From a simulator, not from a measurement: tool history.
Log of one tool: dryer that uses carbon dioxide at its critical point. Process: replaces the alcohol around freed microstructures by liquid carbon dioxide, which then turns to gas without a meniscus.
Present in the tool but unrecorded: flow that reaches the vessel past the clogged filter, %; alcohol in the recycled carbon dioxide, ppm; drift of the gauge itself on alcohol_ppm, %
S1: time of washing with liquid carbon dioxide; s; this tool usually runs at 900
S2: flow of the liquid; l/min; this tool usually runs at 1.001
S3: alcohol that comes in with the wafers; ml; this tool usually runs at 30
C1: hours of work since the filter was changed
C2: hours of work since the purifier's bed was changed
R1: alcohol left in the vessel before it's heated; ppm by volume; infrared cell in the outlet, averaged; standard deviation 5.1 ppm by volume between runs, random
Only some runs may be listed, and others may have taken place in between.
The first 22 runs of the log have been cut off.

run,day,S1,S2,S3,C1,C2,R1
23,51.533,960,1.001,30,59,616,131
24,53.929,780,1.44,23,87,643,98
25,55.45,900,1.64,30,104,661,91
26,57.671,900,1.64,30,130,686,83
27,59.5,900,1.34,29,151,707,114
28,61.492,900,1.001,79,174,730,403
# day 62.058: inlet filter changed
29,64.279,900,1.001,79,25,761,280
30,66.488,1320,1.36,91,51,787,100
31,69.208,1140,0.89,30,82,818,139
32,71.85,1140,0.89,30,112,848,163
33,73.475,1140,0.89,30,131,867,163
34,75.567,1140,1.001,30,155,891,149
35,77.425,1200,1.001,74,177,912,175
# day 77.938: inlet filter changed
36,80.192,1200,0.82,37,26,944,171
37,82.275,1380,0.61,34,50,968,256
38,85.196,1380,0.61,34,83,1001,273
39,87.758,1380,0.61,34,113,1031,284
40,89.125,780,1.68,41,129,1046,145
41,91.125,660,1.001,84,151,1069,1262
42,93.05,660,0.65,39,174,1092,2042
# day 93.746: inlet filter changed
43,95.104,660,0.65,39,16,1115,1630

Consider 4 possible next runs. They are alternatives, not a sequence: every one starts from the tool as it was left by run 43. What does each give?
A,96.638,900,1.001,30,33,1132,?
B,96.638,780,1.001,30,33,1132,?
C,96.638,840,1.68,23,33,1132,?
D,96.638,660,1.08,98,33,1132,?

run,R1
A,214
B,287
C,148
D,842
With no hidden state in the tool, these same runs would have given:
run,R1
A,69
B,136
C,12
D,638
